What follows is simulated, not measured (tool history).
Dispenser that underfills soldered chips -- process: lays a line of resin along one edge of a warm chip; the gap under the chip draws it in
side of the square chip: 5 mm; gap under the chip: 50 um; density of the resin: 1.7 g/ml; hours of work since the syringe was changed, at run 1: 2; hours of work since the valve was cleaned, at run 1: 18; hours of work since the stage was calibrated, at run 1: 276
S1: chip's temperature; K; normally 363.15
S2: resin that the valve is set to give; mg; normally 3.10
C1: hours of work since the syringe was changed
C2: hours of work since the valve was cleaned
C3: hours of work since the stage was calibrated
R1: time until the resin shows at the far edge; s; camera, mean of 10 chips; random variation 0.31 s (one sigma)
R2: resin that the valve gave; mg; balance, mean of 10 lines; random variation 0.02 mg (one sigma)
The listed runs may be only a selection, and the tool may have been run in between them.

{"run": 1, "hour": 0.0, "S1": 363.15, "S2": 3.1, "C1": 2, "C2": 18, "C3": 276, "R1": 9.3, "R2": 3.04}
{"hour": 6.9, "done": "new syringe of resin"}
{"run": 2, "hour": 10.9, "S1": 363.15, "S2": 3.1, "C1": 3, "C2": 25, "C3": 284, "R1": 9.0, "R2": 3.05}
{"hour": 16.8, "done": "new syringe of resin"}
{"run": 3, "hour": 20.3, "S1": 363.15, "S2": 3.1, "C1": 2, "C2": 31, "C3": 289, "R1": 9.2, "R2": 3.05}
{"hour": 26.4, "done": "new syringe of resin"}
{"run": 4, "hour": 29.7, "S1": 363.15, "S2": 3.1, "C1": 2, "C2": 37, "C3": 295, "R1": 8.8, "R2": 3.07}
{"hour": 36.6, "done": "new syringe of resin"}
{"run": 5, "hour": 41.2, "S1": 363.15, "S2": 3.1, "C1": 3, "C2": 44, "C3": 303, "R1": 9.6, "R2": 3.02}
{"hour": 46.5, "done": "new syringe of resin"}
{"run": 6, "hour": 46.6, "S1": 363.15, "S2": 3.1, "C1": 0, "C2": 48, "C3": 306, "R1": 8.5, "R2": 3.01}
{"hour": 56.5, "done": "new syringe of resin"}
{"run": 7, "hour": 58.4, "S1": 363.15, "S2": 3.1, "C1": 1, "C2": 55, "C3": 314, "R1": 9.5, "R2": 2.98}
{"run": 8, "hour": 64.2, "S1": 363.15, "S2": 3.1, "C1": 5, "C2": 59, "C3": 318, "R1": 10.1, "R2": 2.99}
{"hour": 66.1, "done": "new syringe of resin"}
{"run": 9, "hour": 74.5, "S1": 363.15, "S2": 3.1, "C1": 6, "C2": 66, "C3": 324, "R1": 10.1, "R2": 2.96}
{"hour": 75.8, "done": "new syringe of resin"}
{"hour": 86.1, "done": "new syringe of resin"}
{"run": 10, "hour": 86.3, "S1": 363.15, "S2": 3.1, "C1": 0, "C2": 73, "C3": 332, "R1": 8.3, "R2": 2.96}
{"run": 11, "hour": 93.2, "S1": 363.15, "S2": 3.56, "C1": 5, "C2": 78, "C3": 336, "R1": 9.7, "R2": 3.4}
{"hour": 96.4, "done": "new syringe of resin"}
{"hour": 97.4, "done": "dispensing valve cleaned and set on the balance"}
{"run": 12, "hour": 103.7, "S1": 363.15, "S2": 3.56, "C1": 4, "C2": 4, "C3": 342, "R1": 9.6, "R2": 3.55}
{"hour": 106.7, "done": "new syringe of resin"}
{"run": 13, "hour": 111.4, "S1": 363.15, "S2": 3.56, "C1": 3, "C2": 9, "C3": 347, "R1": 8.4, "R2": 3.54}
{"hour": 116.3, "done": "new syringe of resin"}
{"run": 14, "hour": 121.5, "S1": 363.15, "S2": 3.1, "C1": 3, "C2": 15, "C3": 354, "R1": 9.7, "R2": 3.05}
{"hour": 125.8, "done": "new syringe of resin"}
{"run": 15, "hour": 131.5, "S1": 363.15, "S2": 3.1, "C1": 4, "C2": 22, "C3": 360, "R1": 9.0, "R2": 3.06}
{"hour": 136.0, "done": "new syringe of resin"}
{"run": 16, "hour": 138.1, "S1": 363.15, "S2": 3.1, "C1": 1, "C2": 26, "C3": 364, "R1": 8.5, "R2": 3.07}
{"hour": 145.7, "done": "new syringe of resin"}
{"run": 17, "hour": 145.8, "S1": 363.15, "S2": 2.61, "C1": 0, "C2": 31, "C3": 369, "R1": 9.0, "R2": 2.54}
{"run": 18, "hour": 151.2, "S1": 357.15, "S2": 2.74, "C1": 4, "C2": 34, "C3": 373, "R1": 12.4, "R2": 2.68}
{"hour": 155.5, "done": "new syringe of resin"}
{"run": 19, "hour": 158.9, "S1": 360.15, "S2": 3.13, "C1": 2, "C2": 39, "C3": 377, "R1": 10.2, "R2": 3.08}
{"hour": 165.6, "done": "new syringe of resin"}
{"run": 20, "hour": 165.7, "S1": 355.15, "S2": 3.37, "C1": 0, "C2": 44, "C3": 382, "R1": 11.4, "R2": 3.24}
{"hour": 175.2, "done": "new syringe of resin"}
{"run": 21, "hour": 176.6, "S1": 367.15, "S2": 2.85, "C1": 1, "C2": 51, "C3": 389, "R1": 8.1, "R2": 2.75}
{"run": 22, "hour": 183.9, "S1": 362.15, "S2": 2.63, "C1": 6, "C2": 55, "C3": 394, "R1": 10.7, "R2": 2.5}
{"hour": 184.9, "done": "new syringe of resin"}
{"hour": 194.3, "done": "new syringe of resin"}
{"run": 23, "hour": 195.7, "S1": 355.15, "S2": 3.2, "C1": 1, "C2": 63, "C3": 401, "R1": 12.8, "R2": 3.1}
{"hour": 204.0, "done": "new syringe of resin"}
{"run": 24, "hour": 205.3, "S1": 355.15, "S2": 3.2, "C1": 1, "C2": 69, "C3": 407, "R1": 12.1, "R2": 3.1}
{"run": 25, "hour": 210.8, "S1": 373.15, "S2": 3.2, "C1": 5, "C2": 73, "C3": 411, "R1": 6.2, "R2": 3.05}
{"hour": 213.4, "done": "new syringe of resin"}
{"hour": 223.2, "done": "dispensing valve cleaned and set on the balance"}
{"hour": 224.2, "done": "new syringe of resin"}
{"run": 26, "hour": 224.2, "S1": 357.15, "S2": 3.47, "C1": 0, "C2": 0, "C3": 418, "R1": 10.2, "R2": 3.48}
{"run": 27, "hour": 230.3, "S1": 357.15, "S2": 3.47, "C1": 4, "C2": 4, "C3": 423, "R1": 11.5, "R2": 3.49}
{"hour": 234.2, "done": "new syringe of resin"}
{"run": 28, "hour": 235.6, "S1": 351.15, "S2": 3.89, "C1": 1, "C2": 8, "C3": 426, "R1": 13.5, "R2": 3.91}
{"hour": 244.1, "done": "new syringe of resin"}
{"run": 29, "hour": 244.7, "S1": 351.15, "S2": 2.92, "C1": 0, "C2": 14, "C3": 432, "R1": 13.2, "R2": 2.94}
{"hour": 253.5, "done": "new syringe of resin"}
{"run": 30, "hour": 256.7, "S1": 351.15, "S2": 2.92, "C1": 2, "C2": 21, "C3": 439, "R1": 15.0, "R2": 2.87}
{"hour": 263.3, "done": "new syringe of resin"}
{"run": 31, "hour": 263.3, "S1": 351.15, "S2": 2.92, "C1": 0, "C2": 25, "C3": 443, "R1": 13.2, "R2": 2.88}
{"run": 32, "hour": 272.0, "S1": 375.15, "S2": 3.1, "C1": 6, "C2": 31, "C3": 449, "R1": 6.8, "R2": 3.09}
{"hour": 272.8, "done": "new syringe of resin"}
{"hour": 283.0, "done": "new syringe of resin"}
{"run": 33, "hour": 283.6, "S1": 354.15, "S2": 3.69, "C1": 0, "C2": 38, "C3": 456, "R1": 11.8, "R2": 3.62}
{"hour": 291.3, "done": "stage's temperature calibrated"}
{"hour": 293.8, "done": "new syringe of resin"}
{"run": 34, "hour": 296.7, "S1": 363.15, "S2": 3.72, "C1": 2, "C2": 46, "C3": 3, "R1": 9.0, "R2": 3.62}

Here are 4 independent what-if runs from the current tool condition. What would each one return?
{"hour": 303.7, "done": "new syringe of resin"}
{"run": "A", "hour": 303.9, "S1": 372.15, "S2": 2.88, "C1": 0, "C2": 51, "C3": 8, "R1": "?", "R2": "?"}
{"hour": 303.7, "done": "new syringe of resin"}
{"run": "B", "hour": 303.9, "S1": 364.15, "S2": 2.94, "C1": 0, "C2": 51, "C3": 8, "R1": "?", "R2": "?"}
{"hour": 303.7, "done": "new syringe of resin"}
{"run": "C", "hour": 303.9, "S1": 357.15, "S2": 3.92, "C1": 0, "C2": 51, "C3": 8, "R1": "?", "R2": "?"}
{"hour": 303.7, "done": "new syringe of resin"}
{"run": "D", "hour": 303.9, "S1": 366.15, "S2": 3.73, "C1": 0, "C2": 51, "C3": 8, "R1": "?", "R2": "?"}

run=A R1=5.8 R2=2.79
run=B R1=8.4 R2=2.83
run=C R1=11.2 R2=3.81
run=D R1=7.4 R2=3.66
What these runs would have given with no unlogged condition in the tool:
run=A R1=5.9 R2=2.87
run=B R1=8.5 R2=2.90
run=C R1=11.4 R2=3.91
run=D R1=7.6 R2=3.76
